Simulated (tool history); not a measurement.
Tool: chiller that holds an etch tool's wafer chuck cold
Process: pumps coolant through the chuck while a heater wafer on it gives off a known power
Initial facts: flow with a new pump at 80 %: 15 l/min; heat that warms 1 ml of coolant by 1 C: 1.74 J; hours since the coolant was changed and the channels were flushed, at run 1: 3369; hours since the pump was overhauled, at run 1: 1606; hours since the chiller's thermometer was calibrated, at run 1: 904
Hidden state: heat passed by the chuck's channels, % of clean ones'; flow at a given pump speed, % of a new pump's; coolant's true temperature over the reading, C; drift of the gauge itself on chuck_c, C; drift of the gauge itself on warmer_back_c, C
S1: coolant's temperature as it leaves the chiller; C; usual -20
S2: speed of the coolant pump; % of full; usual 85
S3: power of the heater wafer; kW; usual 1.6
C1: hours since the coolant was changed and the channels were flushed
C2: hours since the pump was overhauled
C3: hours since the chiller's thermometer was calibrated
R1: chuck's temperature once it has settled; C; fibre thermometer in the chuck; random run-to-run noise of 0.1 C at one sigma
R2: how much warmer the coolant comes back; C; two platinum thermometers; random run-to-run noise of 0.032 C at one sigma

| run | hour | S1 | S2 | S3 | C1 | C2 | C3 | R1 | R2 |
|---|---|---|---|---|---|---|---|---|---|
| 1 | 0 | -20 | 85 | 1.6 | 3369 | 1606 | 904 | -2.4 | 3.51 |
| 2 | 68.1 | -20 | 85 | 1.6 | 3437 | 1674 | 972 | -2.5 | 3.5 |
|  | 93.4 | coolant changed, channels flushed |
| 3 | 126.8 | -20 | 85 | 1.6 | 33 | 1727 | 1025 | -2.5 | 3.45 |
| 4 | 203.2 | -20 | 85 | 1.6 | 110 | 1803 | 1101 | -2.5 | 3.53 |
| 5 | 291.7 | -20 | 85 | 1.794 | 198 | 1892 | 1190 | -0.2 | 3.93 |
| 6 | 334.5 | -20 | 85 | 1.794 | 241 | 1935 | 1233 | -0.4 | 3.87 |
| 7 | 420.5 | -20 | 80 | 1.794 | 327 | 2020 | 1319 | 0.4 | 4.04 |
| 8 | 473.8 | -20 | 80 | 1.794 | 380 | 2074 | 1372 | 0.5 | 4.14 |
| 9 | 528.6 | -20 | 80 | 1.794 | 435 | 2129 | 1427 | 0.4 | 4.17 |
| 10 | 617.5 | -20 | 85 | 2.211 | 524 | 2217 | 1516 | 4.4 | 4.83 |
| 11 | 687.6 | -20 | 85 | 1.6 | 594 | 2288 | 1586 | -2.5 | 3.44 |
| 12 | 776.8 | -15 | 85 | 1.6 | 683 | 2377 | 1675 | 2.8 | 3.5 |
| 13 | 841.9 | -20 | 85 | 1.6 | 748 | 2442 | 1740 | -2.6 | 3.52 |
| 14 | 910.9 | -20 | 85 | 1.6 | 817 | 2511 | 1809 | -2.6 | 3.48 |
| 15 | 962 | -20 | 85 | 1.6 | 869 | 2562 | 1860 | -2.3 | 3.51 |
| 16 | 1048.1 | -20 | 85 | 1.6 | 955 | 2648 | 1946 | -2.5 | 3.48 |
| 17 | 1108.5 | -16 | 98 | 1.6 | 1015 | 2708 | 2007 | -0.2 | 3.02 |
| 18 | 1181.6 | -16 | 69 | 0.869 | 1088 | 2782 | 2080 | -5 | 2.32 |
| 19 | 1228.2 | -23 | 90 | 2.278 | 1135 | 2828 | 2126 | 1.2 | 4.76 |
| 20 | 1314.9 | -24 | 89 | 1.61 | 1221 | 2915 | 2213 | -6.8 | 3.35 |
| 21 | 1406.6 | -12 | 89 | 0.948 | 1313 | 3007 | 2305 | -1.8 | 1.98 |
| 22 | 1471 | -22 | 75 | 1.6 | 1378 | 3071 | 2369 | -3 | 3.91 |
| 23 | 1542.7 | -22 | 75 | 1.6 | 1449 | 3143 | 2441 | -3 | 3.91 |
| 24 | 1617.4 | -28 | 97 | 1.461 | 1524 | 3217 | 2516 | -13.3 | 2.84 |
| 25 | 1702.3 | -18 | 85 | 2.206 | 1609 | 3302 | 2600 | 6.1 | 4.82 |
| 26 | 1794.5 | -18 | 85 | 2.206 | 1701 | 3395 | 2693 | 6.2 | 4.8 |
| 27 | 1847.8 | -25 | 85 | 0.916 | 1754 | 3448 | 2746 | -14.9 | 1.97 |
| 28 | 1897.9 | -25 | 61 | 1.6 | 1805 | 3498 | 2796 | -3.3 | 4.75 |

Predict the results of run 29:
| 29 | 1970.7 | -22 | 93 | 1.6 | 1877 | 3571 | 2869 | ? | ? |

{"run 29": {"R1": -5.4, "R2": 3.16}}
Were there no unlogged condition in the tool, this run, its random variation unchanged, would have produced R1 -5.4 C, R2 3.16 C.

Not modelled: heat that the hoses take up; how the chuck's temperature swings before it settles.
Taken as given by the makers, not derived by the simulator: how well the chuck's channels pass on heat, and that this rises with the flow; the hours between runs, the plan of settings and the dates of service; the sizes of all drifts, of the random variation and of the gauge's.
